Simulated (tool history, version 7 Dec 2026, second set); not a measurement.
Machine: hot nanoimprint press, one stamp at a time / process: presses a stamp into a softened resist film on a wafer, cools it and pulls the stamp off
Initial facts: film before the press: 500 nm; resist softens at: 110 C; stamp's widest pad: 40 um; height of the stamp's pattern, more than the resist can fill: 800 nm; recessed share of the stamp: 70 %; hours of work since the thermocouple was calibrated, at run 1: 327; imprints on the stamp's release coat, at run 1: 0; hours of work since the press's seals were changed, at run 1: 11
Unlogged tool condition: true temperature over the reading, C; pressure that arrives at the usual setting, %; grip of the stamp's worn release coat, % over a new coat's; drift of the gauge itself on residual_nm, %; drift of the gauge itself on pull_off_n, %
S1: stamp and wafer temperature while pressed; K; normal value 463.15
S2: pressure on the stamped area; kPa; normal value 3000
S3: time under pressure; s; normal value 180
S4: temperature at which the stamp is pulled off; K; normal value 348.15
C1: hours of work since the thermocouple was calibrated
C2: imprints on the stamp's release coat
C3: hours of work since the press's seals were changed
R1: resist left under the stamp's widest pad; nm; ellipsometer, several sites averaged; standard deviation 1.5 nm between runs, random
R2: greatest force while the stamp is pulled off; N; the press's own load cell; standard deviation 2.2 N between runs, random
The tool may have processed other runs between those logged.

run	hour	S1	S2	S3	S4	C1	C2	C3	R1	R2
1	0	463.15	3000	180	348.15	327	0	11	240.4	114
2	17.5	463.15	3000	180	348.15	335	33	19	241.7	117
# hour 35.9: plate thermocouple calibrated
3	54.2	463.15	3000	180	348.15	8	98	35	250.8	119
4	87.9	463.15	3000	180	348.15	24	162	50	248.3	123
5	115.6	463.15	3000	180	348.15	36	215	63	252.1	123
6	141.2	462.15	3000	180	348.15	48	264	75	263.4	121
7	175.2	462.15	3000	180	348.15	64	330	90	263.4	127
8	192.4	463.15	3000	144	348.15	72	362	98	270.3	125
9	226.6	463.15	3130	180	348.15	87	428	114	246	123
10	245.9	463.15	3130	180	348.15	96	465	123	243.9	126
11	265.1	463.15	3130	180	348.15	105	502	131	243.8	131
# hour 292.9: stamp cleaned and given a new release coat
12	293.9	463.15	3130	180	348.15	115	3	142	248.1	118
13	319	463.15	3130	180	348.15	127	50	153	243.2	123
14	345.5	463.15	3130	180	348.15	139	101	165	241.6	120
15	365.4	463.15	3000	180	348.15	148	139	174	248.5	119
16	388.4	463.15	3000	180	348.15	159	184	185	249.1	121
17	407.3	463.15	3000	180	348.15	167	220	194	245.8	124
18	432.1	463.15	3000	180	348.15	179	267	205	246.9	124
19	446.7	457.15	1810	232	344.15	185	295	212	352.9	127
20	470.4	455.15	3000	180	339.15	196	341	223	340.3	134
21	489.8	456.15	3000	180	336.15	205	378	231	332.3	143
22	505.3	452.15	4430	180	348.15	212	408	239	335.1	128
23	533.9	455.15	2180	95	336.15	225	462	252	420.8	145
24	562.7	460.15	3000	180	333.15	238	517	265	278.5	146
# hour 581.8: stamp cleaned and given a new release coat
25	590.6	466.15	3000	305	348.15	248	17	275	174.9	115
26	616.2	465.15	4150	180	348.15	260	66	286	193	117
27	630.6	463.15	2080	161	354.15	267	94	293	292.2	110
28	649.6	463.15	3000	180	343.15	275	130	302	245.7	121
29	681.8	463.15	1830	228	340.15	290	192	317	277.6	131

Selected run-to-run steps in R1, each split into two signed amounts: the part the tool would show with no hidden state at all (from settings, incoming material and random variation), and the remainder, which goes to the hidden state together with any gauge scatter not common to the measured and the hidden-state-free results:
Run 2 -> 3: plate thermocouple calibrated. R1 +9.1 nm: hidden state +10.7, all else -1.6.
Run 18 -> 19: S1 463.15 -> 457.15, S2 3000 -> 1810, S3 180 -> 232, S4 348.15 -> 344.15. R1 +106 nm: hidden state -1.4, all else +107.4.
Run 23 -> 24: S1 455.15 -> 460.15, S2 2180 -> 3000, S3 95 -> 180, S4 336.15 -> 333.15. R1 -142.3 nm: hidden state -1.6, all else -140.7.
Run 26 -> 27: S1 465.15 -> 463.15, S2 4150 -> 2080, S3 180 -> 161, S4 348.15 -> 354.15. R1 +99.2 nm: hidden state -3.1, all else +102.3.
